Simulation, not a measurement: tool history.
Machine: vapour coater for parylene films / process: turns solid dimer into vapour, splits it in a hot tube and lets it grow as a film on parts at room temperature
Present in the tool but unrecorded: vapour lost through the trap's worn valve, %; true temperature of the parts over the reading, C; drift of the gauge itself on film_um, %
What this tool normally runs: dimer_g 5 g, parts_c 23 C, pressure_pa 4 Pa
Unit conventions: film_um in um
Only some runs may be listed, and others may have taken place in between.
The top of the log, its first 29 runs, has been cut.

run,hour,dimer_g,parts_c,pressure_pa,hours of work since the trap's valve was overhauled,hours of work since the table's thermometer was calibrated,film_um
30,411.6,3,23,2.66,70,81,0.92
31,424.7,3,23,2.66,78,89,0.87
32,433.7,5,33,5.47,84,95,1.07
33,447.8,5,33,5.47,93,104,1.03
34,464,5,29,5.47,104,115,1.18
35,482.7,5,29,5.47,116,127,1.15
36,500.3,5,25,3.95,127,138,1.3
37,515,6,31,2.24,137,148,1.46
38,530.5,3,23,3.51,147,158,0.89
39,542.5,6,26,4.45,154,165,1.5
40,551.7,5,16,7.64,160,171,1.48
41,571.6,5,16,7.64,173,184,1.51
42,583.3,3,17,4,181,192,0.94
43,594.9,3,17,4,188,199,0.95
44,613.6,3,26,4,200,211,0.78
45,627.2,5,17,4,209,220,1.55
46,635.6,5,27,6.6,214,225,1.16

Below are 4 alternative next runs, each starting from the tool's condition after run 46. Predict each:
A,653.5,3,19,6.28,226,237,?
B,653.5,5,27,5.45,226,237,?
C,653.5,5,23,7.83,226,237,?
D,653.5,3,27,9.8,226,237,?

run,film_um
A,0.86
B,1.16
C,1.27
D,0.66
Take away the tool's hidden state, keep each run's random variation, and the runs would have read:
run,film_um
A,0.93
B,1.26
C,1.38
D,0.71

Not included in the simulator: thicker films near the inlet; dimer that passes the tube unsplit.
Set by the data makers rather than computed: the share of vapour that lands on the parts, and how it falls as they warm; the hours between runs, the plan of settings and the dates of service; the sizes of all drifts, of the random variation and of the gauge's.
